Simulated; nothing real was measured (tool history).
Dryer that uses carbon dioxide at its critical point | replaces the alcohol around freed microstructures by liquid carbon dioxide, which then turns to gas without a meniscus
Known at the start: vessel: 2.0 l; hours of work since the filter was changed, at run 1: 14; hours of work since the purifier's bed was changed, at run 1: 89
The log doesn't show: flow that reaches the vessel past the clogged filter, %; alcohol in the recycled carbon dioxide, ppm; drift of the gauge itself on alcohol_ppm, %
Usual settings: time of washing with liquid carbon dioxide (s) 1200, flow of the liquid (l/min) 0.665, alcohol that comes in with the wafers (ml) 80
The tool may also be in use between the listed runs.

run,hour,time of washing with liquid carbon dioxide (s),flow of the liquid (l/min),alcohol that comes in with the wafers (ml),hours of work since the filter was changed,hours of work since the purifier's bed was changed,alcohol left in the vessel before it's heated (ppm by volume)
1,0,1200,0.665,80,14,89,199
2,20.2,1200,0.665,80,24,99,205
3,31.6,1200,0.665,80,29,104,210
4,43,1200,0.665,80,35,110,214
5,63.4,1560,0.665,80,44,119,47
6,82.5,1560,0.665,80,53,128,56
7,103.8,1560,0.665,80,63,138,49
8,121,1200,0.665,80,72,146,222
9,135.4,1200,1.069,80,78,153,17
10,147.4,1200,1.069,80,84,159,13
11,167.4,900,1.069,80,94,168,67
12,177.9,1680,1.069,80,98,173,15
13,198.7,1680,1.069,80,108,183,11
14,218.2,1680,1.069,80,117,192,12
15,230.5,1500,0.59,40,123,198,83
16,249.8,1500,0.59,40,132,207,80
17,266.6,1500,0.59,40,140,215,97
18,279.6,1500,0.59,40,147,221,86
19,298.6,1500,0.59,40,155,230,92
20,310.5,1320,0.81,78,161,236,48
21,323.2,1320,0.765,78,167,242,72
22,341.4,1020,0.477,70,176,251,1726
23,360.3,1200,0.453,80,185,259,1471
24,381.9,1680,0.422,114,195,270,786
25,396.2,1260,0.859,80,202,276,50
26,406.8,780,0.665,29,207,281,572

Forecast each of these 3 alternatives for the next run:
A,415.8,780,0.546,26,211,286,?
B,415.8,720,0.765,29,211,286,?
C,415.8,1020,0.665,29,211,286,?

run,alcohol left in the vessel before it's heated (ppm by volume)
A,957
B,451
C,221
Without the tool's hidden state the same runs would have given:
run,alcohol left in the vessel before it's heated (ppm by volume)
A,782
B,342
C,155
